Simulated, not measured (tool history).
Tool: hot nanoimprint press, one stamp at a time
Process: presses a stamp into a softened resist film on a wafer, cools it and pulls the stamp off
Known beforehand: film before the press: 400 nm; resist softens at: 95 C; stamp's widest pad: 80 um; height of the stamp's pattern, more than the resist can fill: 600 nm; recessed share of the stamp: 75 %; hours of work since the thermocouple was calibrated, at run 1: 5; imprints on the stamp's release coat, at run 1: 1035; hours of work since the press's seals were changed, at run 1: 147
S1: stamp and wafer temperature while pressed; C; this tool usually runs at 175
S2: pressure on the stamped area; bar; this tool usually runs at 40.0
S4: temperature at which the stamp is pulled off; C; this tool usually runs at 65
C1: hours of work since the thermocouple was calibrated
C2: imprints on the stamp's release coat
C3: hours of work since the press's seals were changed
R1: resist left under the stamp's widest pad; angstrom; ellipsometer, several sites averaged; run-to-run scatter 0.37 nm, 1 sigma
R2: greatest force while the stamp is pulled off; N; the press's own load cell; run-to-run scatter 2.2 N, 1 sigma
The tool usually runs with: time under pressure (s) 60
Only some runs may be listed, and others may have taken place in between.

{"run": 1, "hour": 0.0, "S1": 175, "S2": 40.0, "time under pressure (s)": 60, "S4": 65, "C1": 5, "C2": 1035, "C3": 147, "R1": 1834, "R2": 150}
{"run": 2, "hour": 24.2, "S1": 175, "S2": 40.0, "time under pressure (s)": 60, "S4": 65, "C1": 17, "C2": 1082, "C3": 158, "R1": 1844, "R2": 144}
{"run": 3, "hour": 51.4, "S1": 175, "S2": 40.0, "time under pressure (s)": 60, "S4": 65, "C1": 29, "C2": 1136, "C3": 171, "R1": 1836, "R2": 153}
{"run": 4, "hour": 80.5, "S1": 175, "S2": 40.0, "time under pressure (s)": 60, "S4": 65, "C1": 43, "C2": 1193, "C3": 184, "R1": 1836, "R2": 154}
{"run": 5, "hour": 95.5, "S1": 175, "S2": 40.0, "time under pressure (s)": 60, "S4": 65, "C1": 50, "C2": 1222, "C3": 191, "R1": 1843, "R2": 154}
{"run": 6, "hour": 110.5, "S1": 175, "S2": 40.0, "time under pressure (s)": 60, "S4": 65, "C1": 57, "C2": 1252, "C3": 198, "R1": 1844, "R2": 152}
{"run": 7, "hour": 123.3, "S1": 175, "S2": 40.0, "time under pressure (s)": 60, "S4": 65, "C1": 63, "C2": 1277, "C3": 204, "R1": 1845, "R2": 157}
{"run": 8, "hour": 144.2, "S1": 175, "S2": 40.0, "time under pressure (s)": 60, "S4": 65, "C1": 73, "C2": 1318, "C3": 214, "R1": 1849, "R2": 159}
{"run": 9, "hour": 163.3, "S1": 175, "S2": 40.0, "time under pressure (s)": 60, "S4": 65, "C1": 82, "C2": 1355, "C3": 223, "R1": 1852, "R2": 160}
{"run": 10, "hour": 176.8, "S1": 175, "S2": 40.0, "time under pressure (s)": 60, "S4": 65, "C1": 88, "C2": 1382, "C3": 229, "R1": 1853, "R2": 165}
{"run": 11, "hour": 197.9, "S1": 165, "S2": 40.0, "time under pressure (s)": 60, "S4": 65, "C1": 98, "C2": 1423, "C3": 239, "R1": 2416, "R2": 162}
{"run": 12, "hour": 216.1, "S1": 165, "S2": 40.0, "time under pressure (s)": 60, "S4": 65, "C1": 106, "C2": 1459, "C3": 248, "R1": 2416, "R2": 166}
{"run": 13, "hour": 230.9, "S1": 165, "S2": 40.0, "time under pressure (s)": 60, "S4": 65, "C1": 113, "C2": 1488, "C3": 255, "R1": 2418, "R2": 166}
{"run": 14, "hour": 256.2, "S1": 165, "S2": 40.0, "time under pressure (s)": 60, "S4": 65, "C1": 125, "C2": 1537, "C3": 266, "R1": 2417, "R2": 163}
{"run": 15, "hour": 270.0, "S1": 165, "S2": 40.0, "time under pressure (s)": 60, "S4": 65, "C1": 131, "C2": 1564, "C3": 273, "R1": 2419, "R2": 168}
{"hour": 284.1, "done": "stamp cleaned and given a new release coat"}
{"run": 16, "hour": 297.0, "S1": 165, "S2": 40.0, "time under pressure (s)": 60, "S4": 65, "C1": 141, "C2": 26, "C3": 283, "R1": 2424, "R2": 118}
{"run": 17, "hour": 318.8, "S1": 183, "S2": 50.5, "time under pressure (s)": 49, "S4": 65, "C1": 151, "C2": 68, "C3": 293, "R1": 1487, "R2": 117}
{"run": 18, "hour": 339.8, "S1": 175, "S2": 40.0, "time under pressure (s)": 74, "S4": 65, "C1": 161, "C2": 110, "C3": 303, "R1": 1719, "R2": 119}
{"run": 19, "hour": 358.2, "S1": 182, "S2": 52.5, "time under pressure (s)": 31, "S4": 65, "C1": 170, "C2": 146, "C3": 311, "R1": 1821, "R2": 119}
{"run": 20, "hour": 371.5, "S1": 175, "S2": 51.3, "time under pressure (s)": 60, "S4": 69, "C1": 176, "C2": 172, "C3": 317, "R1": 1693, "R2": 119}
{"run": 21, "hour": 401.5, "S1": 169, "S2": 40.0, "time under pressure (s)": 45, "S4": 52, "C1": 190, "C2": 230, "C3": 331, "R1": 2416, "R2": 139}
{"run": 22, "hour": 417.6, "S1": 173, "S2": 27.0, "time under pressure (s)": 45, "S4": 72, "C1": 197, "C2": 262, "C3": 339, "R1": 2486, "R2": 120}
{"run": 23, "hour": 447.6, "S1": 173, "S2": 27.0, "time under pressure (s)": 45, "S4": 62, "C1": 211, "C2": 321, "C3": 353, "R1": 2495, "R2": 133}
{"run": 24, "hour": 462.8, "S1": 173, "S2": 27.0, "time under pressure (s)": 45, "S4": 62, "C1": 218, "C2": 351, "C3": 360, "R1": 2492, "R2": 130}
{"run": 25, "hour": 480.7, "S1": 173, "S2": 27.0, "time under pressure (s)": 45, "S4": 62, "C1": 227, "C2": 386, "C3": 368, "R1": 2498, "R2": 135}
{"run": 26, "hour": 506.4, "S1": 176, "S2": 27.0, "time under pressure (s)": 37, "S4": 64, "C1": 239, "C2": 436, "C3": 380, "R1": 2493, "R2": 130}
{"run": 27, "hour": 524.1, "S1": 173, "S2": 27.0, "time under pressure (s)": 37, "S4": 64, "C1": 247, "C2": 471, "C3": 389, "R1": 2646, "R2": 134}
{"run": 28, "hour": 537.0, "S1": 173, "S2": 27.0, "time under pressure (s)": 37, "S4": 64, "C1": 253, "C2": 496, "C3": 395, "R1": 2641, "R2": 133}
{"run": 29, "hour": 553.0, "S1": 175, "S2": 40.0, "time under pressure (s)": 61, "S4": 65, "C1": 261, "C2": 528, "C3": 402, "R1": 1867, "R2": 134}

Forecast each of these 5 alternatives for the next run:
{"run": "A", "hour": 577.5, "S1": 172, "S2": 29.6, "time under pressure (s)": 61, "S4": 65, "C1": 272, "C2": 576, "C3": 413, "R1": "?", "R2": "?"}
{"run": "B", "hour": 577.5, "S1": 171, "S2": 34.2, "time under pressure (s)": 60, "S4": 65, "C1": 272, "C2": 576, "C3": 413, "R1": "?", "R2": "?"}
{"run": "C", "hour": 577.5, "S1": 183, "S2": 59.7, "time under pressure (s)": 112, "S4": 65, "C1": 272, "C2": 576, "C3": 413, "R1": "?", "R2": "?"}
{"run": "D", "hour": 577.5, "S1": 175, "S2": 40.0, "time under pressure (s)": 76, "S4": 65, "C1": 272, "C2": 576, "C3": 413, "R1": "?", "R2": "?"}
{"run": "E", "hour": 577.5, "S1": 175, "S2": 32.3, "time under pressure (s)": 54, "S4": 65, "C1": 272, "C2": 576, "C3": 413, "R1": "?", "R2": "?"}

run=A R1=2257 R2=138
run=B R1=2213 R2=132
run=C R1=971 R2=138
run=D R1=1720 R2=136
run=E R1=2117 R2=134
Without the tool's hidden state the same runs would have given:
run=A R1=2198 R2=119
run=B R1=2151 R2=113
run=C R1=929 R2=119
run=D R1=1663 R2=117
run=E R1=2059 R2=115
